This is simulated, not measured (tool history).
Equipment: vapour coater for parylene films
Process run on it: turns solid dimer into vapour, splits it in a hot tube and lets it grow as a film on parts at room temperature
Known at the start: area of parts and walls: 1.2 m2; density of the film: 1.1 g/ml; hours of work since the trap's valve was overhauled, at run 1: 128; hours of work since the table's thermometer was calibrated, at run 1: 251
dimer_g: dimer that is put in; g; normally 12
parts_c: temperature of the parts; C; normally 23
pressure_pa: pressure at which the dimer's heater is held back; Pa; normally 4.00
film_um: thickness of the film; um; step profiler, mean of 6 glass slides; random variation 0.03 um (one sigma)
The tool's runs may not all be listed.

| run | hour | dimer_g | parts_c | pressure_pa | hours of work since the trap's valve was overhauled | hours of work since the table's thermometer was calibrated | film_um |
|---|---|---|---|---|---|---|---|
| 1 | 0.0 | 12 | 23 | 4.00 | 128 | 251 | 4.36 |
| 2 | 12.1 | 12 | 23 | 4.00 | 134 | 256 | 4.34 |
| 3 | 38.3 | 12 | 23 | 3.63 | 145 | 267 | 4.34 |
| 4 | 52.2 | 12 | 23 | 3.63 | 151 | 273 | 4.38 |
| 5 | 66.0 | 12 | 23 | 3.63 | 157 | 279 | 4.35 |
| 6 | 81.8 | 12 | 23 | 4.00 | 164 | 286 | 4.29 |
| 7 | 104.4 | 12 | 23 | 4.00 | 173 | 296 | 4.33 |
| 8 | 121.8 | 12 | 23 | 4.00 | 181 | 303 | 4.32 |
| 9 | 148.3 | 12 | 23 | 4.00 | 192 | 315 | 4.37 |
| 10 | 166.1 | 12 | 23 | 4.00 | 200 | 322 | 4.22 |
| 11 | 183.4 | 12 | 23 | 4.00 | 207 | 330 | 4.26 |
| 12 | 208.4 | 12 | 23 | 4.00 | 218 | 340 | 4.22 |
| 13 | 224.0 | 12 | 23 | 4.00 | 225 | 347 | 4.25 |
|  | 250.4 | trap's valve overhauled |
| 14 | 256.8 | 7 | 23 | 4.00 | 3 | 359 | 2.42 |
| 15 | 274.2 | 12 | 23 | 4.00 | 10 | 367 | 4.06 |
| 16 | 296.1 | 12 | 23 | 4.00 | 20 | 376 | 4.07 |
| 17 | 321.7 | 12 | 23 | 4.00 | 31 | 387 | 4.00 |
| 18 | 334.6 | 12 | 23 | 4.00 | 36 | 393 | 4.05 |
| 19 | 348.3 | 12 | 23 | 4.00 | 42 | 399 | 4.08 |
|  | 368.6 | trap's valve overhauled, once more |
| 20 | 377.9 | 12 | 23 | 4.00 | 4 | 410 | 4.65 |
| 21 | 403.7 | 12 | 23 | 4.00 | 15 | 421 | 4.61 |
| 22 | 427.2 | 12 | 23 | 4.00 | 25 | 431 | 4.63 |
| 23 | 455.1 | 12 | 23 | 4.00 | 37 | 443 | 4.62 |
| 24 | 467.5 | 12 | 23 | 4.00 | 42 | 448 | 4.61 |
| 25 | 486.6 | 7 | 19 | 3.15 | 51 | 456 | 3.02 |
| 26 | 499.2 | 7 | 35 | 3.15 | 56 | 462 | 1.94 |
| 27 | 514.1 | 20 | 35 | 4.04 | 62 | 468 | 5.42 |
| 28 | 540.1 | 12 | 23 | 4.00 | 74 | 479 | 4.59 |
| 29 | 564.3 | 12 | 19 | 7.72 | 84 | 490 | 4.93 |
| 30 | 588.8 | 12 | 27 | 5.50 | 94 | 500 | 3.94 |
| 31 | 613.2 | 18 | 28 | 2.16 | 105 | 511 | 6.11 |
| 32 | 629.1 | 18 | 28 | 2.16 | 112 | 517 | 6.08 |
| 33 | 644.5 | 9 | 29 | 3.47 | 118 | 524 | 2.88 |
| 34 | 662.8 | 8 | 29 | 2.42 | 126 | 532 | 2.56 |
| 35 | 689.5 | 7 | 25 | 3.26 | 138 | 543 | 2.50 |
| 36 | 716.4 | 9 | 28 | 6.62 | 149 | 555 | 2.81 |
| 37 | 742.9 | 9 | 28 | 6.62 | 161 | 566 | 2.76 |
| 38 | 766.4 | 12 | 23 | 6.20 | 171 | 576 | 4.25 |
| 39 | 780.6 | 12 | 27 | 2.04 | 177 | 582 | 4.03 |
| 40 | 800.9 | 12 | 27 | 2.04 | 185 | 591 | 4.02 |
| 41 | 829.5 | 12 | 30 | 5.19 | 198 | 603 | 3.49 |
| 42 | 845.6 | 12 | 31 | 4.45 | 205 | 610 | 3.49 |
| 43 | 866.4 | 5 | 31 | 4.45 | 214 | 619 | 1.42 |
| 44 | 880.0 | 12 | 31 | 4.82 | 219 | 625 | 3.38 |
| 45 | 896.4 | 12 | 19 | 4.14 | 226 | 632 | 4.79 |
|  | 917.0 | trap's valve overhauled |
| 46 | 929.4 | 6 | 26 | 4.00 | 5 | 644 | 2.16 |
| 47 | 941.9 | 8 | 23 | 4.00 | 11 | 650 | 3.14 |
| 48 | 955.9 | 9 | 22 | 2.47 | 17 | 656 | 3.75 |

Predict each of these 3 candidate next runs independently; none follows another, all start after run 48:
| A | 981.9 | 10 | 16 | 10.91 | 28 | 667 | ? |
| B | 981.9 | 22 | 34 | 6.48 | 28 | 667 | ? |
| C | 981.9 | 9 | 20 | 2.47 | 28 | 667 | ? |

| run | film_um |
|---|---|
| A | 4.49 |
| B | 6.14 |
| C | 3.93 |
Without the tool's unlogged condition, the same runs would have read:
| run | film_um |
|---|---|
| A | 4.39 |
| B | 6.00 |
| C | 3.84 |

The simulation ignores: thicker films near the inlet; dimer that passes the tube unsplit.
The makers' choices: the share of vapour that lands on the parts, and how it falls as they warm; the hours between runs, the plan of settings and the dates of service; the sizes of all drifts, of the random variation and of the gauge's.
